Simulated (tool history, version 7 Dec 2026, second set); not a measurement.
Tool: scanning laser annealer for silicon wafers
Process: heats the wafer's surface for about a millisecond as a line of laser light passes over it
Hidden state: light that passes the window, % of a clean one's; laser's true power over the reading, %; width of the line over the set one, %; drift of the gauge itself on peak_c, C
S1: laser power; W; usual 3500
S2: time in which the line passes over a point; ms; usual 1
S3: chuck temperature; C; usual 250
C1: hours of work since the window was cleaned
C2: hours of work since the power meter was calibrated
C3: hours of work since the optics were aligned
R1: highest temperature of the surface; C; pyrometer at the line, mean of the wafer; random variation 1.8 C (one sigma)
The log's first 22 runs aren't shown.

| run | hour | S1 | S2 | S3 | C1 | C2 | C3 | R1 |
|---|---|---|---|---|---|---|---|---|
| 23 | 1350.2 | 3500 | 0.84 | 255 | 445 | 1057 | 90 | 975 |
| 24 | 1435.9 | 3500 | 0.84 | 255 | 487 | 1098 | 131 | 974 |
| 25 | 1521 | 3122 | 0.89 | 235 | 528 | 1140 | 173 | 891 |
| 26 | 1583.9 | 3628 | 0.75 | 272 | 558 | 1170 | 203 | 971 |
| 27 | 1634.2 | 3628 | 0.75 | 236 | 583 | 1194 | 227 | 938 |
| 28 | 1703.9 | 3487 | 0.9 | 250 | 616 | 1228 | 261 | 997 |
| 29 | 1753.1 | 3065 | 0.9 | 250 | 640 | 1252 | 285 | 899 |
| 30 | 1841.4 | 3500 | 0.75 | 242 | 683 | 1295 | 328 | 916 |
| 31 | 1926.1 | 3592 | 1 | 279 | 724 | 1336 | 369 | 1100 |
| 32 | 1974.7 | 3500 | 1.08 | 250 | 748 | 1359 | 392 | 1091 |
| 33 | 2048.4 | 2982 | 1 | 250 | 783 | 1395 | 428 | 917 |
| 34 | 2105.2 | 3487 | 1.25 | 275 | 811 | 1423 | 456 | 1187 |
|  | 2169.9 | window over the wafer cleaned |
| 35 | 2179 | 3487 | 1.25 | 275 | 4 | 1457 | 490 | 1183 |
| 36 | 2264.7 | 3487 | 0.72 | 242 | 46 | 1499 | 532 | 898 |
| 37 | 2311.4 | 3753 | 1 | 222 | 69 | 1521 | 555 | 1085 |
| 38 | 2353.9 | 3753 | 1 | 222 | 89 | 1542 | 575 | 1085 |
| 39 | 2433.4 | 3835 | 0.71 | 240 | 128 | 1581 | 614 | 964 |
| 40 | 2483.8 | 3685 | 0.81 | 243 | 152 | 1605 | 638 | 988 |

Forecast each of these 5 alternatives for the next run:
| A | 2548.5 | 3022 | 1.03 | 250 | 183 | 1636 | 669 | ? |
| B | 2548.5 | 3685 | 0.87 | 275 | 183 | 1636 | 669 | ? |
| C | 2548.5 | 3685 | 0.81 | 282 | 183 | 1636 | 669 | ? |
| D | 2548.5 | 3631 | 0.81 | 243 | 183 | 1636 | 669 | ? |
| E | 2548.5 | 3685 | 0.81 | 232 | 183 | 1636 | 669 | ? |

| run | R1 |
|---|---|
| A | 941 |
| B | 1055 |
| C | 1029 |
| D | 981 |
| E | 975 |
Without the tool's hidden state the same runs would have given:
| run | R1 |
|---|---|
| A | 942 |
| B | 1055 |
| C | 1030 |
| D | 981 |
| E | 976 |
